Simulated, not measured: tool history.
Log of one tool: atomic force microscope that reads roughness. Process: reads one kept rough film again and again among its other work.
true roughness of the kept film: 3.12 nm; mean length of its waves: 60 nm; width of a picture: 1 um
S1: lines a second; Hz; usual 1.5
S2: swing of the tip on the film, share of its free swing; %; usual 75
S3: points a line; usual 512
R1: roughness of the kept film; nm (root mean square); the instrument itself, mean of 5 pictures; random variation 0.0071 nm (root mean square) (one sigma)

run 1 hour=0 | S1=1.5 S2=75 S3=512 | R1=2.669
-- hour=2.7 new tip fitted
run 2 hour=14.1 | S1=1.5 S2=75 S3=512 | R1=2.772
run 3 hour=23.6 | S1=1.61 S2=75 S3=512 | R1=2.72
run 4 hour=33.5 | S1=1.61 S2=63 S3=512 | R1=2.817
run 5 hour=44.6 | S1=1.61 S2=63 S3=482 | R1=2.783
-- hour=50.3 new tip fitted
run 6 hour=55.7 | S1=1.5 S2=75 S3=512 | R1=2.786
run 7 hour=69.1 | S1=3.64 S2=75 S3=512 | R1=2.453
run 8 hour=81.2 | S1=3.64 S2=75 S3=512 | R1=2.428
run 9 hour=95.2 | S1=3.64 S2=75 S3=512 | R1=2.384
-- hour=97.7 new tip fitted
run 10 hour=107.1 | S1=3.64 S2=75 S3=512 | R1=2.479
run 11 hour=120.6 | S1=1.5 S2=75 S3=284 | R1=2.729
run 12 hour=126.8 | S1=1.5 S2=75 S3=284 | R1=2.713
run 13 hour=140.2 | S1=1.5 S2=75 S3=284 | R1=2.677
-- hour=145.1 new tip fitted
run 14 hour=149.6 | S1=0.57 S2=75 S3=512 | R1=2.932
run 15 hour=156 | S1=0.57 S2=75 S3=512 | R1=2.916
run 16 hour=166.3 | S1=1.5 S2=75 S3=512 | R1=2.742
-- hour=168.3 height scale calibrated on a step standard
run 17 hour=180.9 | S1=1.5 S2=75 S3=512 | R1=2.706
run 18 hour=188.7 | S1=1.5 S2=75 S3=512 | R1=2.69
-- hour=193.4 new tip fitted
run 19 hour=202.4 | S1=1.5 S2=75 S3=512 | R1=2.792
run 20 hour=209.6 | S1=1.5 S2=75 S3=512 | R1=2.768
-- hour=216 height scale calibrated on a step standard, once more
run 21 hour=223.7 | S1=1.5 S2=77 S3=512 | R1=2.674
run 22 hour=236.4 | S1=1.5 S2=77 S3=512 | R1=2.66
-- hour=241.7 new tip fitted
run 23 hour=244.5 | S1=1.5 S2=77 S3=512 | R1=2.751
run 24 hour=253 | S1=1.5 S2=77 S3=512 | R1=2.731
run 25 hour=262.7 | S1=1.5 S2=75 S3=512 | R1=2.736
run 26 hour=274 | S1=1.5 S2=62 S3=512 | R1=2.829
run 27 hour=287.8 | S1=1.5 S2=62 S3=512 | R1=2.782
-- hour=289.4 new tip fitted
run 28 hour=300.1 | S1=0.59 S2=75 S3=512 | R1=2.898
run 29 hour=306 | S1=1.5 S2=87 S3=512 | R1=2.556
run 30 hour=315.1 | S1=1.5 S2=87 S3=512 | R1=2.554
run 31 hour=323.7 | S1=1.5 S2=87 S3=512 | R1=2.526
-- hour=337.6 new tip fitted
run 32 hour=337.9 | S1=0.91 S2=83 S3=928 | R1=2.81
run 33 hour=351.4 | S1=0.91 S2=83 S3=928 | R1=2.77
run 34 hour=361 | S1=1.5 S2=69 S3=512 | R1=2.805
run 35 hour=367.9 | S1=0.69 S2=69 S3=750 | R1=2.882
run 36 hour=374.3 | S1=0.57 S2=75 S3=404 | R1=2.828
-- hour=384.8 new tip fitted
run 37 hour=384.8 | S1=1.27 S2=70 S3=512 | R1=2.869
run 38 hour=396 | S1=3.88 S2=56 S3=625 | R1=2.806
run 39 hour=403.1 | S1=3.88 S2=56 S3=1019 | R1=2.791
run 40 hour=415.9 | S1=3.88 S2=67 S3=263 | R1=2.555
run 41 hour=429.7 | S1=3.21 S2=73 S3=568 | R1=2.48
-- hour=432.9 new tip fitted
run 42 hour=443.3 | S1=3.92 S2=59 S3=356 | R1=2.778
run 43 hour=455.8 | S1=3.92 S2=59 S3=356 | R1=2.744
run 44 hour=461.9 | S1=3.92 S2=59 S3=356 | R1=2.716
run 45 hour=470.2 | S1=2.99 S2=78 S3=512 | R1=2.426
-- hour=480.3 new tip fitted
run 46 hour=483 | S1=2.44 S2=72 S3=512 | R1=2.704
run 47 hour=494.2 | S1=2.44 S2=72 S3=512 | R1=2.678
run 48 hour=504 | S1=0.89 S2=85 S3=721 | R1=2.741
run 49 hour=512 | S1=0.89 S2=85 S3=312 | R1=2.715
run 50 hour=523.6 | S1=0.89 S2=85 S3=312 | R1=2.678
-- hour=528.2 new tip fitted
run 51 hour=536.3 | S1=0.89 S2=66 S3=345 | R1=2.933

Some steps in R1 between neighbouring runs. How much of each would the tool show without its hidden state too (settings, what came in, random variation), and how much is left for the hidden state, with any gauge scatter that isn't in both results?
The hidden state here: radius of the tip, nm; height scale over the true one, %; drift of the gauge itself on roughness_nm, %.
Run 1 -> 2: new tip fitted. R1 +0.103 nm (root mean square): hidden state +0.107, all else -0.004.
Run 6 -> 7: S1 1.5 -> 3.64. R1 -0.333 nm (root mean square): hidden state -0.033, all else -0.3.
Run 13 -> 14: S1 1.5 -> 0.57, S3 284 -> 512, new tip fitted. R1 +0.255 nm (root mean square): hidden state +0.108, all else +0.147.
Run 28 -> 29: S1 0.59 -> 1.5, S2 75 -> 87. R1 -0.342 nm (root mean square): hidden state -0.011, all else -0.331.
Run 36 -> 37: S1 0.57 -> 1.27, S2 75 -> 70, S3 404 -> 512, new tip fitted. R1 +0.041 nm (root mean square): hidden state +0.104, all else -0.063.
Run 41 -> 42: S1 3.21 -> 3.92, S2 73 -> 59, S3 568 -> 356, new tip fitted. R1 +0.298 nm (root mean square): hidden state +0.095, all else +0.203.

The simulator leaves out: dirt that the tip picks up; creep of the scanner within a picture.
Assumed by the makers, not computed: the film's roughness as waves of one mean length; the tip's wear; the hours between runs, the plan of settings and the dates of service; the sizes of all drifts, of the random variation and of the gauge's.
